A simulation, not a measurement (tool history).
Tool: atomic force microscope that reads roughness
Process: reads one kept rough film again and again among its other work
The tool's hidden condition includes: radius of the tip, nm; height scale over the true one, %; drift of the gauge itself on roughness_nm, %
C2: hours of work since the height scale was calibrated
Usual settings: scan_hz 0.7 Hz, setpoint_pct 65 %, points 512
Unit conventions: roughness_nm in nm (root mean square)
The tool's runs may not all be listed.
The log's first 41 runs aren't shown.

At day 48.942: new tip fitted.
Run 42, day 49.746: usual settings but scan_hz 1.748 Hz; pictures with this tip 31; C2 335. Result: roughness_nm 0.787 nm (root mean square).
Run 43, day 50.688: usual settings but scan_hz 1.406 Hz, setpoint_pct 62 %, points 630; pictures with this tip 67; C2 346. Result: roughness_nm 0.791 nm (root mean square).
Run 44, day 51.717: usual settings but scan_hz 1.628 Hz, setpoint_pct 82 %, points 335; pictures with this tip 107; C2 358. Result: roughness_nm 0.703 nm (root mean square).
Run 45, day 53.304: usual settings but scan_hz 3.609 Hz, setpoint_pct 82 %, points 468; pictures with this tip 167; C2 377. Result: roughness_nm 0.595 nm (root mean square).
At day 54.65: new tip fitted.
Run 46, day 54.771: usual settings but scan_hz 0.537 Hz, setpoint_pct 85 %, points 479; pictures with this tip 5; C2 394. Result: roughness_nm 0.787 nm (root mean square).
Run 47, day 56.338: usual settings but scan_hz 0.537 Hz, setpoint_pct 85 %, points 429; pictures with this tip 65; C2 412. Result: roughness_nm 0.785 nm (root mean square).
Run 48, day 57.542: usual settings but scan_hz 2.18 Hz, setpoint_pct 67 %, points 1021; pictures with this tip 111; C2 427. Result: roughness_nm 0.74 nm (root mean square).
Run 49, day 59.108: usual settings but scan_hz 3.518 Hz, points 515; pictures with this tip 171; C2 445. Result: roughness_nm 0.711 nm (root mean square).
Run 50, day 60.142: usual settings but scan_hz 3.372 Hz, setpoint_pct 89 %, points 413; pictures with this tip 210; C2 457. Result: roughness_nm 0.557 nm (root mean square).
At day 60.429: new tip fitted.
Run 51, day 61.262: usual settings but scan_hz 3.372 Hz, setpoint_pct 89 %, points 413; pictures with this tip 32; C2 470. Result: roughness_nm 0.581 nm (root mean square).
Run 52, day 62.154: usual settings but scan_hz 3.372 Hz, setpoint_pct 89 %, points 413; pictures with this tip 66; C2 481. Result: roughness_nm 0.579 nm (root mean square).

Forecast each of these 3 alternatives for the next run:
Run A, day 63.121: usual settings but scan_hz 3.372 Hz, setpoint_pct 67 %, points 451; pictures with this tip 103; C2 492. Result: roughness_nm ?.
Run B, day 63.121: usual settings but points 739; pictures with this tip 103; C2 492. Result: roughness_nm ?.
Run C, day 63.121: usual settings but scan_hz 2.171 Hz, setpoint_pct 74 %, points 394; pictures with this tip 103; C2 492. Result: roughness_nm ?.

run  roughness_nm
  A         0.715
  B         0.795
  C         0.713
What these runs would have given with no unlogged condition in the tool:
run  roughness_nm
  A         0.744
  B         0.828
  C         0.743
